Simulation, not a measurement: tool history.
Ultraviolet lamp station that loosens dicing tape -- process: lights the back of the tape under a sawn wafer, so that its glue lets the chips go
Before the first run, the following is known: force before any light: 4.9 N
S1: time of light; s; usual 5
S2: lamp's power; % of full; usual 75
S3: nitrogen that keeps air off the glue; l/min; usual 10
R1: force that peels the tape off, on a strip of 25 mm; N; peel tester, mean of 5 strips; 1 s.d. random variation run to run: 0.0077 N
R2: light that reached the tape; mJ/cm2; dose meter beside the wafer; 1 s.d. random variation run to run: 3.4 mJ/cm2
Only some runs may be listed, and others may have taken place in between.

{"run": 1, "hour": 0.0, "S1": 5, "S2": 75, "S3": 10, "R1": 0.343, "R2": 506}
{"run": 2, "hour": 57.0, "S1": 5, "S2": 75, "S3": 10, "R1": 0.349, "R2": 510}
{"run": 3, "hour": 102.2, "S1": 5, "S2": 96, "S3": 10, "R1": 0.243, "R2": 635}
{"run": 4, "hour": 148.6, "S1": 5, "S2": 70, "S3": 10, "R1": 0.381, "R2": 458}
{"run": 5, "hour": 227.5, "S1": 10, "S2": 75, "S3": 10, "R1": 0.172, "R2": 959}
{"run": 6, "hour": 266.7, "S1": 5, "S2": 80, "S3": 10, "R1": 0.346, "R2": 508}
{"run": 7, "hour": 343.1, "S1": 5, "S2": 80, "S3": 10, "R1": 0.354, "R2": 500}
{"run": 8, "hour": 406.7, "S1": 5, "S2": 75, "S3": 10, "R1": 0.394, "R2": 456}
{"run": 9, "hour": 442.7, "S1": 5, "S2": 75, "S3": 10, "R1": 0.439, "R2": 457}
{"run": 10, "hour": 506.9, "S1": 5, "S2": 75, "S3": 10, "R1": 0.421, "R2": 447}
{"run": 11, "hour": 557.5, "S1": 3, "S2": 75, "S3": 10, "R1": 1.019, "R2": 268}
{"run": 12, "hour": 621.6, "S1": 5, "S2": 75, "S3": 10, "R1": 0.428, "R2": 436}
{"run": 13, "hour": 691.6, "S1": 5, "S2": 75, "S3": 12, "R1": 0.418, "R2": 430}
{"run": 14, "hour": 764.5, "S1": 5, "S2": 75, "S3": 12, "R1": 0.427, "R2": 421}
{"run": 15, "hour": 810.8, "S1": 2, "S2": 75, "S3": 10, "R1": 1.762, "R2": 166}
{"run": 16, "hour": 892.4, "S1": 2, "S2": 75, "S3": 10, "R1": 1.832, "R2": 167}
{"run": 17, "hour": 974.2, "S1": 2, "S2": 75, "S3": 10, "R1": 1.847, "R2": 161}
{"run": 18, "hour": 1012.3, "S1": 2, "S2": 75, "S3": 10, "R1": 1.835, "R2": 155}
{"hour": 1028.2, "done": "window cleaned of glue's vapour"}
{"run": 19, "hour": 1068.2, "S1": 5, "S2": 75, "S3": 10, "R1": 0.455, "R2": 438}
{"run": 20, "hour": 1103.9, "S1": 5, "S2": 75, "S3": 10, "R1": 0.44, "R2": 430}
{"run": 21, "hour": 1164.5, "S1": 5, "S2": 75, "S3": 10, "R1": 0.472, "R2": 426}
{"run": 22, "hour": 1238.2, "S1": 2, "S2": 75, "S3": 10, "R1": 1.837, "R2": 163}
{"run": 23, "hour": 1312.5, "S1": 2, "S2": 75, "S3": 4, "R1": 2.4, "R2": 157}
{"run": 24, "hour": 1359.7, "S1": 9, "S2": 61, "S3": 3, "R1": 0.59, "R2": 592}
{"run": 25, "hour": 1437.9, "S1": 9, "S2": 61, "S3": 3, "R1": 0.627, "R2": 579}
{"run": 26, "hour": 1519.7, "S1": 9, "S2": 91, "S3": 18, "R1": 0.177, "R2": 842}
{"run": 27, "hour": 1596.6, "S1": 9, "S2": 91, "S3": 18, "R1": 0.18, "R2": 823}
{"run": 28, "hour": 1642.9, "S1": 8, "S2": 99, "S3": 18, "R1": 0.173, "R2": 783}
{"run": 29, "hour": 1714.4, "S1": 8, "S2": 75, "S3": 5, "R1": 0.428, "R2": 585}
{"run": 30, "hour": 1755.8, "S1": 8, "S2": 77, "S3": 4, "R1": 0.493, "R2": 593}
{"run": 31, "hour": 1812.1, "S1": 3, "S2": 75, "S3": 10, "R1": 1.383, "R2": 215}
{"run": 32, "hour": 1895.5, "S1": 3, "S2": 75, "S3": 10, "R1": 1.46, "R2": 202}
{"run": 33, "hour": 1982.4, "S1": 3, "S2": 75, "S3": 10, "R1": 1.467, "R2": 202}
{"run": 34, "hour": 2026.2, "S1": 3, "S2": 75, "S3": 12, "R1": 1.372, "R2": 201}
{"hour": 2054.8, "done": "window cleaned of glue's vapour"}
{"run": 35, "hour": 2084.8, "S1": 7, "S2": 75, "S3": 10, "R1": 0.333, "R2": 508}
{"run": 36, "hour": 2143.7, "S1": 7, "S2": 75, "S3": 10, "R1": 0.353, "R2": 492}
{"run": 37, "hour": 2227.5, "S1": 3, "S2": 75, "S3": 14, "R1": 1.178, "R2": 208}
{"run": 38, "hour": 2290.0, "S1": 3, "S2": 75, "S3": 14, "R1": 1.225, "R2": 202}
{"run": 39, "hour": 2345.7, "S1": 5, "S2": 74, "S3": 5, "R1": 1.102, "R2": 328}
{"run": 40, "hour": 2400.4, "S1": 5, "S2": 74, "S3": 5, "R1": 1.108, "R2": 325}
{"run": 41, "hour": 2484.0, "S1": 5, "S2": 74, "S3": 5, "R1": 1.141, "R2": 314}
{"run": 42, "hour": 2552.6, "S1": 5, "S2": 80, "S3": 5, "R1": 1.055, "R2": 336}
{"run": 43, "hour": 2615.3, "S1": 8, "S2": 75, "S3": 14, "R1": 0.307, "R2": 488}

Hidden state or all else? Some run-to-run changes of R1, split into what the settings, what came in and random variation would give without the hidden state, and what is left for the hidden state (with any gauge scatter that isn't in both results):
Hidden state at play: lamp's light, % of a new lamp's; light that the window lets through, % of a clean one's; drift of the gauge itself on peel_n, %; drift of the gauge itself on dose_mj_cm2, %.
Run 18 -> 19: S1 2 -> 5, window cleaned of glue's vapour. R1 -1.380 N: hidden state -0.425, all else -0.955.
Run 21 -> 22: S1 5 -> 2. R1 +1.365 N: hidden state +0.342, all else +1.023.
Run 23 -> 24: S1 2 -> 9, S2 75 -> 61, S3 4 -> 3. R1 -1.810 N: hidden state -0.282, all else -1.528.
Run 34 -> 35: S1 3 -> 7, S3 12 -> 10, window cleaned of glue's vapour. R1 -1.039 N: hidden state -0.590, all else -0.449.
Run 36 -> 37: S1 7 -> 3, S3 10 -> 14. R1 +0.825 N: hidden state +0.463, all else +0.362.
Run 42 -> 43: S1 5 -> 8, S2 80 -> 75, S3 5 -> 14. R1 -0.748 N: hidden state -0.527, all else -0.221.
